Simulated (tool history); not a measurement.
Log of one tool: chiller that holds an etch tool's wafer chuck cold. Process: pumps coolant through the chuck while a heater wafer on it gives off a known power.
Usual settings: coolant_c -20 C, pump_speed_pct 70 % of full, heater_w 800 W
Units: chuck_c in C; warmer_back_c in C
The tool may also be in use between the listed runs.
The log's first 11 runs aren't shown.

run    hour  coolant_c  pump_speed_pct  heater_w  hours since the coolant was changed and the channels were flushed  hours since the pump was overhauled  hours since the chiller's thermometer was calibrated  chuck_c  warmer_back_c
 12  1459.5        -20              66       800                                                               6350                                 6350                                                  2753    -13.5           3.98
 13  1593.4        -20              70       800                                                               6484                                 6484                                                  2887    -13.8           3.73
     1626.8  -- coolant changed, channels flushed
 14  1713.5        -20              70       800                                                                 87                                 6598                                                  3001    -13.7           3.73
 15  1819.8        -20              70       800                                                                193                                 6705                                                  3108    -13.9           3.69
 16  1917.3        -20              76       800                                                                291                                 6802                                                  3205    -14.1           3.38
 17  2089.5        -13              81       854                                                                463                                 6974                                                  3377       -7           3.42
 18  2265.5        -20              64       800                                                                639                                 7150                                                  3553    -13.4           4.07
 19  2351.3        -20              64       800                                                                725                                 7236                                                  3639    -13.4           4.02
 20  2501.3        -27              64       800                                                                874                                 7386                                                  3789    -20.6           4.08
 21    2632        -13              88       800                                                               1005                                 7517                                                  3920     -7.6           2.87
 22  2717.3        -27              88       834                                                               1091                                 7602                                                  4005    -21.5           2.95
       2800  -- chiller's thermometer calibrated
 23  2883.6        -25              69       800                                                               1256                                 7767                                                    84    -18.8           3.75
 24  2973.6        -12              87       455                                                               1346                                 7857                                                   174     -8.9           1.58
 25  3114.4        -12              87       455                                                               1487                                 7998                                                   314     -8.9           1.55
 26  3203.2        -13              87       596                                                               1575                                 8087                                                   403     -8.9           2.09
 27  3368.9        -12              88       800                                                               1741                                 8253                                                   569     -6.7           2.79
 28  3515.6        -17              83       498                                                               1888                                 8399                                                   716    -13.6           1.77
 29  3677.5        -19              68       456                                                               2050                                 8561                                                   878    -15.3           2.02
 30  3804.4        -18              95       693                                                               2177                                 8688                                                  1004    -13.7           2.23
 31  3961.9        -18              95       693                                                               2334                                 8846                                                  1162    -13.8           2.19
 32  4135.4        -15              61       596                                                               2508                                 9019                                                  1335     -9.8           3.04

3 ways to go on from here, each from the tool as it stands after run 32. What would each give?
  A  4253.8        -26              82       800                                                               2626                                 9138                                                  1454        ?              ?
  B  4253.8        -11              70       859                                                               2626                                 9138                                                  1454        ?              ?
  C  4253.8        -15              77       508                                                               2626                                 9138                                                  1454        ?              ?

run  chuck_c  warmer_back_c
  A    -20.4           3.05
  B     -4.2           3.86
  C    -11.3           1.94
Without the tool's hidden state the same runs would have given:
run  chuck_c  warmer_back_c
  A    -20.4           3.29
  B     -4.2           4.09
  C    -11.3           2.18
